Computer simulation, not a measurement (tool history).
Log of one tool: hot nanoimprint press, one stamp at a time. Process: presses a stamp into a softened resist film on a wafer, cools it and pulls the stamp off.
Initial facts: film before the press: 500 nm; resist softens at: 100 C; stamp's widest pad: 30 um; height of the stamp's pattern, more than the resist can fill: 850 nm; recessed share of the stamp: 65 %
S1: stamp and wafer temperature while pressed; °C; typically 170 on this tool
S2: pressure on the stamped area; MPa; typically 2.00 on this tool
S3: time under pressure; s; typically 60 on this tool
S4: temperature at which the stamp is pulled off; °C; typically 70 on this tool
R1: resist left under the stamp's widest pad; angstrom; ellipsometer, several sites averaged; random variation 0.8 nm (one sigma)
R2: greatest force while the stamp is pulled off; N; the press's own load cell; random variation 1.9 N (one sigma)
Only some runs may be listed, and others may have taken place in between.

run	hour	S1	S2	S3	S4	R1	R2
1	0.0	170	2.00	60	70	1848	108
2	59.0	170	2.00	41	70	2133	113
3	135.1	170	2.00	41	70	2111	119
4	173.7	170	2.00	41	70	2106	124
5	225.8	170	2.00	41	70	2099	126
6	262.6	170	2.00	37	70	2185	126
# hour 277.5: plate thermocouple calibrated
7	298.6	170	2.00	37	70	2109	130
# hour 319.9: stamp cleaned and given a new release coat
8	363.6	170	2.00	37	70	2097	102
# hour 395.1: plate thermocouple calibrated, once more
9	436.3	170	2.00	37	70	2372	119
10	485.3	170	2.00	37	70	2375	123
11	551.8	170	2.00	37	70	2351	129
12	588.5	170	2.00	37	70	2342	131
# hour 671.8: stamp cleaned and given a new release coat
13	671.8	170	2.00	72	69	1827	109
14	711.8	162	3.06	60	70	2211	113
15	762.0	162	2.02	43	70	2941	116
16	797.0	179	2.04	60	76	1339	106
17	852.3	170	1.60	62	71	2108	122
18	915.1	170	1.32	45	64	2602	144
19	957.6	170	1.83	50	68	2137	138
20	1004.3	163	1.44	60	70	2883	133
# hour 1022.0: stamp cleaned and given a new release coat
# hour 1040.5: press's hydraulic seals changed and the load cell set to zero
21	1095.9	163	2.86	41	70	2362	111
22	1154.3	173	2.00	60	61	1642	143
23	1196.7	173	1.81	60	64	1732	135

Each run again, without the hidden state but with its own random variation kept:
What the log doesn't record here: true temperature over the reading, C; pressure that arrives at the usual setting, %; grip of the stamp's worn release coat, % over a new coat's; drift of the gauge itself on residual_nm, %; drift of the gauge itself on pull_off_n, %.
run	R1	R2
1	1961	108
2	2266	109
3	2255	108
4	2256	110
5	2255	107
6	2351	105
7	2352	109
8	2351	106
9	2351	109
10	2363	109
11	2350	109
12	2348	108
13	1844	111
14	2226	111
15	2985	109
16	1359	98
17	2162	108
18	2679	121
19	2204	113
20	2986	106
21	2496	109
22	1744	133
23	1846	122
